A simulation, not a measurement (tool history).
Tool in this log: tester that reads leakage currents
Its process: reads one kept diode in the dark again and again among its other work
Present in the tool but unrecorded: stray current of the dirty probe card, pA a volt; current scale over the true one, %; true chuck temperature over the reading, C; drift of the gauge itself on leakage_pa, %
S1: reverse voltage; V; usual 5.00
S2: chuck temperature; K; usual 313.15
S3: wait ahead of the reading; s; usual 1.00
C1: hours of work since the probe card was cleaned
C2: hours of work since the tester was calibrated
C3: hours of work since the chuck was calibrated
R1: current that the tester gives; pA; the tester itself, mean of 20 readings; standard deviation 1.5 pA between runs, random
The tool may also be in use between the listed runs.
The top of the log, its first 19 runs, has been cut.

{"run": 20, "hour": 2209.0, "S1": 5.0, "S2": 293.15, "S3": 1.0, "C1": 2003, "C2": 2269, "C3": 1708, "R1": 90.76}
{"run": 21, "hour": 2332.4, "S1": 11.28, "S2": 293.15, "S3": 0.47, "C1": 2054, "C2": 2320, "C3": 1759, "R1": 133.03}
{"hour": 2406.9, "done": "probe card cleaned and baked"}
{"run": 22, "hour": 2484.7, "S1": 11.28, "S2": 293.15, "S3": 0.47, "C1": 32, "C2": 2382, "C3": 1821, "R1": 133.96}
{"run": 23, "hour": 2584.6, "S1": 10.18, "S2": 295.15, "S3": 1.76, "C1": 74, "C2": 2423, "C3": 1862, "R1": 144.66}
{"run": 24, "hour": 2664.6, "S1": 10.18, "S2": 295.15, "S3": 1.76, "C1": 107, "C2": 2456, "C3": 1895, "R1": 144.22}
{"run": 25, "hour": 2771.5, "S1": 10.18, "S2": 295.15, "S3": 1.76, "C1": 151, "C2": 2500, "C3": 1939, "R1": 144.67}
{"run": 26, "hour": 2909.8, "S1": 5.0, "S2": 295.15, "S3": 7.19, "C1": 208, "C2": 2558, "C3": 1996, "R1": 106.78}
{"run": 27, "hour": 3054.5, "S1": 1.56, "S2": 295.15, "S3": 7.19, "C1": 268, "C2": 2617, "C3": 2056, "R1": 65.32}
{"run": 28, "hour": 3165.7, "S1": 5.64, "S2": 297.15, "S3": 2.64, "C1": 314, "C2": 2663, "C3": 2102, "R1": 133.76}
{"run": 29, "hour": 3334.8, "S1": 5.0, "S2": 313.15, "S3": 0.69, "C1": 384, "C2": 2733, "C3": 2172, "R1": 494.7}
{"run": 30, "hour": 3475.6, "S1": 5.0, "S2": 313.15, "S3": 1.62, "C1": 442, "C2": 2792, "C3": 2230, "R1": 490.66}
{"hour": 3554.7, "done": "chuck's temperature calibrated"}
{"run": 31, "hour": 3587.3, "S1": 2.65, "S2": 313.15, "S3": 1.62, "C1": 488, "C2": 2837, "C3": 13, "R1": 378.23}
{"run": 32, "hour": 3739.0, "S1": 12.75, "S2": 313.15, "S3": 1.62, "C1": 550, "C2": 2900, "C3": 76, "R1": 724.24}
{"run": 33, "hour": 3889.0, "S1": 3.42, "S2": 302.15, "S3": 1.5, "C1": 612, "C2": 2962, "C3": 138, "R1": 169.34}
{"run": 34, "hour": 3967.2, "S1": 1.85, "S2": 305.15, "S3": 1.23, "C1": 645, "C2": 2994, "C3": 171, "R1": 169.33}
{"run": 35, "hour": 4135.3, "S1": 13.89, "S2": 319.15, "S3": 1.0, "C1": 714, "C2": 3064, "C3": 240, "R1": 1216.12}
{"run": 36, "hour": 4223.2, "S1": 2.6, "S2": 315.15, "S3": 1.37, "C1": 751, "C2": 3100, "C3": 277, "R1": 439.22}
{"run": 37, "hour": 4365.8, "S1": 3.9, "S2": 318.15, "S3": 7.4, "C1": 810, "C2": 3159, "C3": 336, "R1": 661.11}
{"run": 38, "hour": 4486.0, "S1": 5.0, "S2": 328.15, "S3": 1.4, "C1": 859, "C2": 3209, "C3": 385, "R1": 1554.94}
{"run": 39, "hour": 4650.7, "S1": 5.0, "S2": 328.15, "S3": 1.4, "C1": 927, "C2": 3277, "C3": 453, "R1": 1569.07}
{"run": 40, "hour": 4757.6, "S1": 4.4, "S2": 313.15, "S3": 1.0, "C1": 972, "C2": 3321, "C3": 498, "R1": 467.23}

Forecast each of these 4 alternatives for the next run:
{"run": "A", "hour": 4924.9, "S1": 4.37, "S2": 313.15, "S3": 5.66, "C1": 1041, "C2": 3390, "C3": 567, "R1": "?"}
{"run": "B", "hour": 4924.9, "S1": 7.6, "S2": 327.15, "S3": 2.43, "C1": 1041, "C2": 3390, "C3": 567, "R1": "?"}
{"run": "C", "hour": 4924.9, "S1": 5.0, "S2": 293.15, "S3": 1.0, "C1": 1041, "C2": 3390, "C3": 567, "R1": "?"}
{"run": "D", "hour": 4924.9, "S1": 2.03, "S2": 304.15, "S3": 0.41, "C1": 1041, "C2": 3390, "C3": 567, "R1": "?"}

run=A R1=466.93
run=B R1=1723.51
run=C R1=90.50
run=D R1=163.92
With no hidden state in the tool, these same runs would have given:
run=A R1=467.32
run=B R1=1724.91
run=C R1=90.54
run=D R1=164.06
